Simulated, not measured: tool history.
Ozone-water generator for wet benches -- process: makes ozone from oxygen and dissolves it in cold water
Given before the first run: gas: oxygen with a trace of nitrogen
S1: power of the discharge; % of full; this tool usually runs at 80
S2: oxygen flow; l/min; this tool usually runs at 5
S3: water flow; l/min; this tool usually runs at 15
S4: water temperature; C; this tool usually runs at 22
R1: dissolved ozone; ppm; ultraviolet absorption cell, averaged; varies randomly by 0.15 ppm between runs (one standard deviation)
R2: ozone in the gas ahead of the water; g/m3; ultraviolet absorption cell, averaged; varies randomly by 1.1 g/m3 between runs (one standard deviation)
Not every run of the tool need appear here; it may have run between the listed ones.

run	hour	S1	S2	S3	S4	R1	R2
1	0	80	5	15	22	18.7	187.3
2	40.6	80	5	15	22	18.4	185.1
3	85.3	80	5	15	22	18.2	185.1
4	171.7	80	5	15	22	18.7	186
5	225.8	80	5	15	22	18.4	186.6
6	262.8	80	5	15	22	18.4	187
7	325.8	80	5	15	22	18.5	185.3
8	371.6	80	5	15	22	18.5	186.5
9	444.8	80	7.47	13	23	20.8	164.2
10	492.1	47	5	18	22	11.4	136
11	552	57	3.68	15	25	13.5	166.6
12	616.8	52	2.56	15	22	12	176.6
13	693.1	85	5.15	15	22	19.3	190.1
14	733.9	85	5.15	15	22	19.2	190.2

3 options for the next run, each taken on its own from the tool as it stands now. Forecast them:
A	810.1	85	5.15	15	29	?	?
B	810.1	83	2.75	13	22	?	?
C	810.1	51	3.85	15	21	?	?

run	R1	R2
A	16.7	190.2
B	19.2	230.8
C	13.6	151.4
What these runs would have given with no unlogged condition in the tool:
run	R1	R2
A	17.5	192.5
B	20.1	233.6
C	14.2	152.8
